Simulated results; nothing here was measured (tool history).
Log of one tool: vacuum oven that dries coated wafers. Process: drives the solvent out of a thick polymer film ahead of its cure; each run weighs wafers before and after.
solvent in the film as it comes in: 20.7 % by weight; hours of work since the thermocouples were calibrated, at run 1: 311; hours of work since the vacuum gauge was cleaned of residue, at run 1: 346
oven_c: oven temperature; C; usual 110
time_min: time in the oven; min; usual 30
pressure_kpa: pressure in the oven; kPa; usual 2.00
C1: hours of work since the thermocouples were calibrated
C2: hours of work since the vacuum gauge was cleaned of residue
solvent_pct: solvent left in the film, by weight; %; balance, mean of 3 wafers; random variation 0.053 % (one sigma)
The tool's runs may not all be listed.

Run 1, hour 0.0: usual settings; C1 311; C2 346. Result: solvent_pct 1.95 %.
Run 2, hour 14.8: usual settings but oven_c 103 C; C1 319; C2 355. Result: solvent_pct 2.77 %.
Run 3, hour 24.6: usual settings but time_min 29 min; C1 325; C2 360. Result: solvent_pct 1.96 %.
Run 4, hour 35.7: usual settings but pressure_kpa 1.86 kPa; C1 331; C2 367. Result: solvent_pct 1.80 %.
Run 5, hour 49.0: usual settings but time_min 16 min; C1 338; C2 374. Result: solvent_pct 4.05 %.
Run 6, hour 56.6: usual settings; C1 343; C2 378. Result: solvent_pct 1.89 %.
Run 7, hour 63.8: usual settings; C1 347; C2 383. Result: solvent_pct 1.88 %.
Run 8, hour 77.4: usual settings; C1 354; C2 390. Result: solvent_pct 1.92 %.
Run 9, hour 93.1: usual settings; C1 363; C2 399. Result: solvent_pct 1.88 %.
Run 10, hour 107.2: usual settings; C1 371; C2 407. Result: solvent_pct 1.95 %.
Run 11, hour 118.6: usual settings; C1 378; C2 414. Result: solvent_pct 1.95 %.
Run 12, hour 126.3: usual settings; C1 382; C2 418. Result: solvent_pct 1.81 %.
Run 13, hour 141.5: usual settings; C1 391; C2 426. Result: solvent_pct 1.92 %.
Run 14, hour 148.8: usual settings; C1 395; C2 431. Result: solvent_pct 1.90 %.
Run 15, hour 156.4: usual settings; C1 399; C2 435. Result: solvent_pct 1.82 %.
Run 16, hour 167.9: usual settings; C1 406; C2 441. Result: solvent_pct 1.87 %.
Run 17, hour 175.6: usual settings; C1 410; C2 446. Result: solvent_pct 1.91 %.
Run 18, hour 187.0: usual settings but pressure_kpa 1.04 kPa; C1 416; C2 452. Result: solvent_pct 1.39 %.
Run 19, hour 200.6: usual settings but oven_c 106 C; C1 424; C2 460. Result: solvent_pct 2.31 %.
Run 20, hour 208.9: usual settings but oven_c 106 C; C1 429; C2 465. Result: solvent_pct 2.37 %.
Run 21, hour 223.3: usual settings but oven_c 106 C; C1 437; C2 473. Result: solvent_pct 2.26 %.
Run 22, hour 236.3: usual settings but oven_c 106 C, time_min 25 min; C1 444; C2 480. Result: solvent_pct 3.02 %.
Run 23, hour 249.8: usual settings but oven_c 106 C, time_min 25 min; C1 452; C2 488. Result: solvent_pct 2.95 %.
Run 24, hour 260.5: usual settings but oven_c 119 C, time_min 29 min, pressure_kpa 3.68 kPa; C1 458; C2 494. Result: solvent_pct 1.92 %.
Run 25, hour 268.3: usual settings but oven_c 119 C, time_min 29 min, pressure_kpa 3.68 kPa; C1 462; C2 498. Result: solvent_pct 1.85 %.
Run 26, hour 277.9: usual settings but oven_c 123 C, time_min 39 min, pressure_kpa 3.52 kPa; C1 468; C2 504. Result: solvent_pct 1.47 %.
Run 27, hour 285.8: usual settings but oven_c 104 C, time_min 22 min, pressure_kpa 2.30 kPa; C1 472; C2 508. Result: solvent_pct 4.14 %.
Run 28, hour 297.3: usual settings but oven_c 104 C, time_min 22 min, pressure_kpa 2.38 kPa; C1 479; C2 515. Result: solvent_pct 4.10 %.
Run 29, hour 305.1: usual settings but oven_c 104 C, time_min 15 min, pressure_kpa 7.94 kPa; C1 483; C2 519. Result: solvent_pct 8.99 %.
Run 30, hour 313.2: usual settings but oven_c 104 C, time_min 15 min, pressure_kpa 7.94 kPa; C1 488; C2 524. Result: solvent_pct 9.04 %.
Run 31, hour 323.5: usual settings but oven_c 117 C, pressure_kpa 2.88 kPa; C1 493; C2 529. Result: solvent_pct 1.70 %.
Run 32, hour 339.2: usual settings but oven_c 117 C, time_min 17 min, pressure_kpa 1.59 kPa; C1 502; C2 538. Result: solvent_pct 2.38 %.
Run 33, hour 355.9: usual settings but time_min 18 min; C1 512; C2 548. Result: solvent_pct 3.40 %.
Run 34, hour 370.0: usual settings but time_min 18 min; C1 520; C2 556. Result: solvent_pct 3.34 %.
Run 35, hour 378.1: usual settings but time_min 18 min; C1 524; C2 560. Result: solvent_pct 3.47 %.
Run 36, hour 390.3: usual settings but time_min 18 min; C1 531; C2 567. Result: solvent_pct 3.50 %.
Run 37, hour 402.3: usual settings but time_min 18 min; C1 538; C2 574. Result: solvent_pct 3.63 %.
Run 38, hour 412.7: usual settings but pressure_kpa 6.73 kPa; C1 544; C2 580. Result: solvent_pct 4.68 %.
Run 39, hour 426.0: usual settings but oven_c 120 C, pressure_kpa 2.08 kPa; C1 551; C2 587. Result: solvent_pct 1.09 %.
Run 40, hour 436.7: usual settings but oven_c 117 C, pressure_kpa 6.20 kPa; C1 557; C2 593. Result: solvent_pct 3.17 %.
Run 41, hour 448.5: usual settings but oven_c 117 C, time_min 40 min, pressure_kpa 6.20 kPa; C1 564; C2 600. Result: solvent_pct 3.04 %.
Run 42, hour 459.5: usual settings but oven_c 117 C, time_min 40 min, pressure_kpa 6.20 kPa; C1 570; C2 606. Result: solvent_pct 3.11 %.
Run 43, hour 467.1: usual settings but oven_c 115 C, time_min 31 min, pressure_kpa 1.29 kPa; C1 575; C2 610. Result: solvent_pct 1.03 %.
Run 44, hour 481.4: usual settings but oven_c 116 C, time_min 33 min, pressure_kpa 3.22 kPa; C1 583; C2 619. Result: solvent_pct 1.78 %.
Run 45, hour 489.6: usual settings but oven_c 122 C, time_min 38 min, pressure_kpa 3.22 kPa; C1 587; C2 623. Result: solvent_pct 1.38 %.
Run 46, hour 500.8: usual settings but pressure_kpa 7.31 kPa; C1 594; C2 630. Result: solvent_pct 4.98 %.

Measured less the same run without the tool's hidden state. The same run-to-run variation is in both; the gauge's scatter may not be:
The hidden state here: true wafer temperature over the reading, C; true pressure over the reading, kPa; drift of the gauge itself on solvent_pct, %.
run  solvent_pct
  1        -0.01
  2        -0.02
  3        -0.01
  4        +0.00
  5        -0.06
  6        -0.01
  7        -0.01
  8        -0.01
  9        +0.00
 10        +0.00
 11        -0.01
 12        +0.00
 13        +0.00
 14        +0.00
 15        -0.01
 16        -0.01
 17        +0.00
 18        +0.01
 19        -0.01
 20        -0.01
 21        -0.01
 22        -0.03
 23        -0.03
 24        +0.00
 25        +0.01
 26        +0.02
 27        -0.05
 28        -0.05
 29        -0.13
 30        -0.13
 31        +0.01
 32        -0.04
 33        -0.06
 34        -0.06
 35        -0.06
 36        -0.06
 37        -0.06
 38        -0.05
 39        +0.02
 40        -0.02
 41        +0.00
 42        +0.00
 43        +0.03
 44        +0.02
 45        +0.03
 46        -0.06
